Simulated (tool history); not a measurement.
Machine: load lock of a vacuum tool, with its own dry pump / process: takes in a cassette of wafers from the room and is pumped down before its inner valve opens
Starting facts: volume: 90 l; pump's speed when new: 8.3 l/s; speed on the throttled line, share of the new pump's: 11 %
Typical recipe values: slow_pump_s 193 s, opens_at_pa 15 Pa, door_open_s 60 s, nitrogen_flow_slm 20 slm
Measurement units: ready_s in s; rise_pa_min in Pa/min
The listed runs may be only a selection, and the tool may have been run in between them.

run	hour	slow_pump_s	opens_at_pa	door_open_s	nitrogen_flow_slm	incoming humidity of the room's air, %	ready_s	rise_pa_min
1	0.0	193	15	60	20	40.8	271.2	0.023
2	196.2	193	15	60	20	45.4	278.3	0.028
3	443.3	193	15	60	20	44.1	274.2	0.036
4	702.9	193	15	60	20	44.7	276.2	0.040
5	973.2	193	15	60	19	46.7	277.1	0.044
6	1246.4	119	15	60	19	43.2	212.3	0.052
7	1453.8	119	15	60	19	46.1	211.5	0.060
8	1763.2	119	15	60	19	45.9	212.5	0.074
9	2073.8	119	14	60	19	43.5	213.1	0.076
10	2241.1	119	14	60	19	44.7	212.1	0.082
11	2541.1	263	15	78	7	46.7	338.3	0.108
12	2761.4	106	15	60	4	41.9	201.7	0.112
13	3001.1	193	16	60	7	44.3	276.1	0.119
14	3172.8	201	15	41	17	46.2	285.6	0.118

Run 15 has not been measured yet. What should we expect?
15	3410.8	318	10	84	20	47.5	?	?

Run 15 came out at ready_s 391.1 s, rise_pa_min 0.134 Pa/min.
Minus the tool's unlogged condition, the same run would have read ready_s 382.4 s, rise_pa_min 0.021 Pa/min.
